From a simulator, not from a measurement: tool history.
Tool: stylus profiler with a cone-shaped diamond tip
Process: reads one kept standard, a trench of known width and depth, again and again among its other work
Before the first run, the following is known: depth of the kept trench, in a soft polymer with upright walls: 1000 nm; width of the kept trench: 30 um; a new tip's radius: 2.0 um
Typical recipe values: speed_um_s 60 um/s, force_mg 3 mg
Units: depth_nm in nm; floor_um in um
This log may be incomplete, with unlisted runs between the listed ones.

{"run": 1, "day": 0.0, "speed_um_s": 60, "force_mg": 3, "depth_nm": 1016.27, "floor_um": 25.61}
{"run": 2, "day": 0.338, "speed_um_s": 111, "force_mg": 3, "depth_nm": 1016.51, "floor_um": 25.34}
{"run": 3, "day": 0.954, "speed_um_s": 111, "force_mg": 3, "depth_nm": 1015.97, "floor_um": 25.32}
{"run": 4, "day": 1.442, "speed_um_s": 140, "force_mg": 3, "depth_nm": 1016.24, "floor_um": 25.15}
{"run": 5, "day": 1.992, "speed_um_s": 140, "force_mg": 3, "depth_nm": 1016.55, "floor_um": 25.09}
{"run": 6, "day": 2.608, "speed_um_s": 46, "force_mg": 3, "depth_nm": 1016.2, "floor_um": 25.61}
{"run": 7, "day": 3.008, "speed_um_s": 60, "force_mg": 1.9, "depth_nm": 1012.5, "floor_um": 25.43}
{"run": 8, "day": 3.346, "speed_um_s": 218, "force_mg": 3, "depth_nm": 1016.45, "floor_um": 24.55}
{"run": 9, "day": 3.892, "speed_um_s": 60, "force_mg": 7.98, "depth_nm": 1031.03, "floor_um": 25.66}
{"run": 10, "day": 4.358, "speed_um_s": 60, "force_mg": 7.98, "depth_nm": 1031.24, "floor_um": 25.64}
{"run": 11, "day": 4.938, "speed_um_s": 33, "force_mg": 3, "depth_nm": 1016.58, "floor_um": 25.62}
{"run": 12, "day": 5.208, "speed_um_s": 60, "force_mg": 1.6, "depth_nm": 1011.82, "floor_um": 25.33}
{"run": 13, "day": 5.758, "speed_um_s": 60, "force_mg": 1.13, "depth_nm": 1009.54, "floor_um": 25.15}
{"run": 14, "day": 6.138, "speed_um_s": 60, "force_mg": 1.13, "depth_nm": 1009.15, "floor_um": 25.19}
{"run": 15, "day": 6.425, "speed_um_s": 60, "force_mg": 1.13, "depth_nm": 1009.63, "floor_um": 25.19}
{"run": 16, "day": 7.054, "speed_um_s": 60, "force_mg": 1.13, "depth_nm": 1009.13, "floor_um": 25.16}
{"run": 17, "day": 7.542, "speed_um_s": 167, "force_mg": 1.13, "depth_nm": 1009.06, "floor_um": 24.1}
{"run": 18, "day": 7.808, "speed_um_s": 60, "force_mg": 3, "depth_nm": 1016.42, "floor_um": 25.36}
{"run": 19, "day": 8.396, "speed_um_s": 60, "force_mg": 3.48, "depth_nm": 1018.31, "floor_um": 25.4}
{"run": 20, "day": 8.8, "speed_um_s": 60, "force_mg": 3.48, "depth_nm": 1018.5, "floor_um": 25.37}
{"run": 21, "day": 9.058, "speed_um_s": 60, "force_mg": 3.48, "depth_nm": 1018.59, "floor_um": 25.35}
{"run": 22, "day": 9.342, "speed_um_s": 60, "force_mg": 3.48, "depth_nm": 1019.1, "floor_um": 25.34}
{"run": 23, "day": 9.717, "speed_um_s": 60, "force_mg": 3.48, "depth_nm": 1018.79, "floor_um": 25.35}
{"run": 24, "day": 10.029, "speed_um_s": 60, "force_mg": 3.48, "depth_nm": 1018.67, "floor_um": 25.3}
{"run": 25, "day": 10.425, "speed_um_s": 29, "force_mg": 1.26, "depth_nm": 1010.11, "floor_um": 25.37}
{"run": 26, "day": 10.829, "speed_um_s": 45, "force_mg": 6.63, "depth_nm": 1028.27, "floor_um": 25.37}
{"run": 27, "day": 11.312, "speed_um_s": 45, "force_mg": 6.63, "depth_nm": 1027.82, "floor_um": 25.42}
{"run": 28, "day": 11.812, "speed_um_s": 45, "force_mg": 6.63, "depth_nm": 1027.67, "floor_um": 25.41}
{"run": 29, "day": 12.35, "speed_um_s": 45, "force_mg": 6.63, "depth_nm": 1028.41, "floor_um": 25.38}
{"run": 30, "day": 12.954, "speed_um_s": 206, "force_mg": 8.27, "depth_nm": 1032.34, "floor_um": 24.77}
{"run": 31, "day": 13.221, "speed_um_s": 206, "force_mg": 8.27, "depth_nm": 1032.53, "floor_um": 24.81}
{"run": 32, "day": 13.646, "speed_um_s": 47, "force_mg": 3, "depth_nm": 1017.23, "floor_um": 25.25}
{"run": 33, "day": 14.233, "speed_um_s": 145, "force_mg": 3.7, "depth_nm": 1019.65, "floor_um": 24.72}
{"run": 34, "day": 14.6, "speed_um_s": 226, "force_mg": 1.25, "depth_nm": 1010.77, "floor_um": 23.39}
{"run": 35, "day": 15.2, "speed_um_s": 160, "force_mg": 3, "depth_nm": 1017.15, "floor_um": 24.5}
{"run": 36, "day": 15.804, "speed_um_s": 35, "force_mg": 1.25, "depth_nm": 1011.02, "floor_um": 25.1}
{"run": 37, "day": 16.071, "speed_um_s": 35, "force_mg": 1.25, "depth_nm": 1010.95, "floor_um": 25.17}
{"run": 38, "day": 16.667, "speed_um_s": 33, "force_mg": 1.19, "depth_nm": 1010.15, "floor_um": 25.09}
{"run": 39, "day": 17.033, "speed_um_s": 33, "force_mg": 2.32, "depth_nm": 1015.29, "floor_um": 25.2}
{"run": 40, "day": 17.467, "speed_um_s": 60, "force_mg": 1.12, "depth_nm": 1010.38, "floor_um": 24.75}
{"run": 41, "day": 17.858, "speed_um_s": 136, "force_mg": 7.5, "depth_nm": 1030.72, "floor_um": 24.86}
{"run": 42, "day": 18.479, "speed_um_s": 17, "force_mg": 2.65, "depth_nm": 1016.29, "floor_um": 25.25}
{"run": 43, "day": 18.921, "speed_um_s": 48, "force_mg": 7.95, "depth_nm": 1032.07, "floor_um": 25.13}
{"run": 44, "day": 19.288, "speed_um_s": 48, "force_mg": 7.95, "depth_nm": 1031.7, "floor_um": 25.13}
{"run": 45, "day": 19.767, "speed_um_s": 81, "force_mg": 4.47, "depth_nm": 1022.49, "floor_um": 24.91}
{"run": 46, "day": 20.312, "speed_um_s": 81, "force_mg": 4.47, "depth_nm": 1022.44, "floor_um": 24.85}
{"run": 47, "day": 20.717, "speed_um_s": 31, "force_mg": 5.76, "depth_nm": 1026.13, "floor_um": 25.1}
{"run": 48, "day": 21.008, "speed_um_s": 31, "force_mg": 5.76, "depth_nm": 1026.52, "floor_um": 25.18}

Predict each of these 3 candidate next runs independently; none follows another, all start after run 48:
{"run": "A", "day": 21.542, "speed_um_s": 92, "force_mg": 2.66, "depth_nm": "?", "floor_um": "?"}
{"run": "B", "day": 21.542, "speed_um_s": 22, "force_mg": 3.92, "depth_nm": "?", "floor_um": "?"}
{"run": "C", "day": 21.542, "speed_um_s": 73, "force_mg": 1.64, "depth_nm": "?", "floor_um": "?"}

run=A depth_nm=1016.85 floor_um=24.7
run=B depth_nm=1020.75 floor_um=25.14
run=C depth_nm=1012.48 floor_um=24.72
With the hidden condition removed and each run's random variation left untouched, the same runs would have given:
run=A depth_nm=1014.51 floor_um=25.97
run=B depth_nm=1018.4 floor_um=26.41
run=C depth_nm=1010.15 floor_um=26
